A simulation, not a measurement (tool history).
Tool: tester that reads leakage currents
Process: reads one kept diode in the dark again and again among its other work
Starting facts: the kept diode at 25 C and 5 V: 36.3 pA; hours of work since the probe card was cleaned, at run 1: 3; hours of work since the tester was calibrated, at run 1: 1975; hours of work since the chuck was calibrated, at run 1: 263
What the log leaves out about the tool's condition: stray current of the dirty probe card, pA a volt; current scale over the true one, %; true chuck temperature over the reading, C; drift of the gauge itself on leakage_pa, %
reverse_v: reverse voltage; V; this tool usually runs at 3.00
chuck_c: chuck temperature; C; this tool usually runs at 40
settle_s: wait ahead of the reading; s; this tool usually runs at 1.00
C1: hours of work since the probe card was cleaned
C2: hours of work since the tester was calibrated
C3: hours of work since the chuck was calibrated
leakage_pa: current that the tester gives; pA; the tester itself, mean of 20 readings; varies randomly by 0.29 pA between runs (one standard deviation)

run 1 day=0.000 | reverse_v=3.00 chuck_c=40 settle_s=1.00 | C1=3 C2=1975 C3=263 | leakage_pa=91.89
run 2 day=3.754 | reverse_v=3.00 chuck_c=40 settle_s=1.00 | C1=60 C2=2032 C3=320 | leakage_pa=91.71
run 3 day=10.083 | reverse_v=3.00 chuck_c=40 settle_s=1.00 | C1=156 C2=2128 C3=416 | leakage_pa=90.53
run 4 day=14.825 | reverse_v=3.00 chuck_c=40 settle_s=1.00 | C1=228 C2=2200 C3=488 | leakage_pa=90.16
run 5 day=17.692 | reverse_v=3.00 chuck_c=40 settle_s=1.00 | C1=271 C2=2244 C3=532 | leakage_pa=89.47
-- day=19.421 chuck's temperature calibrated
run 6 day=24.417 | reverse_v=3.00 chuck_c=40 settle_s=1.70 | C1=372 C2=2345 C3=76 | leakage_pa=94.77
run 7 day=28.033 | reverse_v=3.00 chuck_c=46 settle_s=1.00 | C1=427 C2=2400 C3=131 | leakage_pa=150.17
run 8 day=34.629 | reverse_v=3.00 chuck_c=46 settle_s=1.00 | C1=527 C2=2500 C3=231 | leakage_pa=148.86
run 9 day=41.600 | reverse_v=3.00 chuck_c=46 settle_s=1.00 | C1=633 C2=2606 C3=337 | leakage_pa=147.08
run 10 day=47.762 | reverse_v=3.00 chuck_c=46 settle_s=1.00 | C1=727 C2=2699 C3=430 | leakage_pa=144.71
run 11 day=51.433 | reverse_v=3.00 chuck_c=46 settle_s=1.00 | C1=783 C2=2755 C3=486 | leakage_pa=144.23
run 12 day=55.854 | reverse_v=3.00 chuck_c=46 settle_s=1.00 | C1=850 C2=2822 C3=553 | leakage_pa=144.08
-- day=56.225 chuck's temperature calibrated
run 13 day=60.679 | reverse_v=3.00 chuck_c=46 settle_s=1.00 | C1=922 C2=2894 C3=68 | leakage_pa=153.50
run 14 day=63.996 | reverse_v=3.00 chuck_c=35 settle_s=1.00 | C1=972 C2=2945 C3=118 | leakage_pa=65.43
run 15 day=70.733 | reverse_v=3.00 chuck_c=35 settle_s=1.00 | C1=1074 C2=3047 C3=220 | leakage_pa=64.77
run 16 day=76.942 | reverse_v=3.00 chuck_c=35 settle_s=1.00 | C1=1169 C2=3141 C3=315 | leakage_pa=64.20
run 17 day=80.362 | reverse_v=14.99 chuck_c=43 settle_s=1.48 | C1=1221 C2=3193 C3=367 | leakage_pa=312.87
run 18 day=84.912 | reverse_v=7.09 chuck_c=40 settle_s=1.00 | C1=1290 C2=3262 C3=436 | leakage_pa=157.29
run 19 day=91.754 | reverse_v=7.09 chuck_c=40 settle_s=1.00 | C1=1394 C2=3366 C3=540 | leakage_pa=155.48
-- day=93.271 chuck's temperature calibrated
run 20 day=95.946 | reverse_v=7.09 chuck_c=40 settle_s=1.00 | C1=1456 C2=3429 C3=41 | leakage_pa=167.11
run 21 day=100.779 | reverse_v=7.09 chuck_c=40 settle_s=1.00 | C1=1529 C2=3502 C3=114 | leakage_pa=166.00
run 22 day=105.500 | reverse_v=13.30 chuck_c=24 settle_s=9.26 | C1=1601 C2=3574 C3=186 | leakage_pa=72.54
run 23 day=110.888 | reverse_v=3.80 chuck_c=21 settle_s=0.33 | C1=1683 C2=3655 C3=268 | leakage_pa=28.66
run 24 day=113.992 | reverse_v=3.80 chuck_c=21 settle_s=0.33 | C1=1730 C2=3703 C3=315 | leakage_pa=28.72
run 25 day=117.417 | reverse_v=1.84 chuck_c=21 settle_s=3.54 | C1=1782 C2=3755 C3=367 | leakage_pa=15.83
run 26 day=120.875 | reverse_v=6.00 chuck_c=45 settle_s=1.06 | C1=1835 C2=3807 C3=419 | leakage_pa=211.98
run 27 day=125.388 | reverse_v=19.18 chuck_c=27 settle_s=0.34 | C1=1903 C2=3876 C3=488 | leakage_pa=130.25

Forecast each of these 4 alternatives for the next run:
-- day=130.346 chuck's temperature calibrated
run A day=132.158 | reverse_v=19.18 chuck_c=35 settle_s=2.04 | C1=2005 C2=3977 C3=28 | leakage_pa=?
-- day=130.346 chuck's temperature calibrated
run B day=132.158 | reverse_v=3.00 chuck_c=40 settle_s=0.47 | C1=2005 C2=3977 C3=28 | leakage_pa=?
-- day=130.346 chuck's temperature calibrated
run C day=132.158 | reverse_v=1.81 chuck_c=40 settle_s=6.72 | C1=2005 C2=3977 C3=28 | leakage_pa=?
-- day=130.346 chuck's temperature calibrated
run D day=132.158 | reverse_v=19.18 chuck_c=27 settle_s=0.47 | C1=2005 C2=3977 C3=28 | leakage_pa=?

run=A leakage_pa=215.02
run=B leakage_pa=100.72
run=C leakage_pa=72.20
run=D leakage_pa=132.04
Without the tool's hidden state the same runs would have given:
run=A leakage_pa=190.10
run=B leakage_pa=95.93
run=C leakage_pa=69.20
run=D leakage_pa=108.03

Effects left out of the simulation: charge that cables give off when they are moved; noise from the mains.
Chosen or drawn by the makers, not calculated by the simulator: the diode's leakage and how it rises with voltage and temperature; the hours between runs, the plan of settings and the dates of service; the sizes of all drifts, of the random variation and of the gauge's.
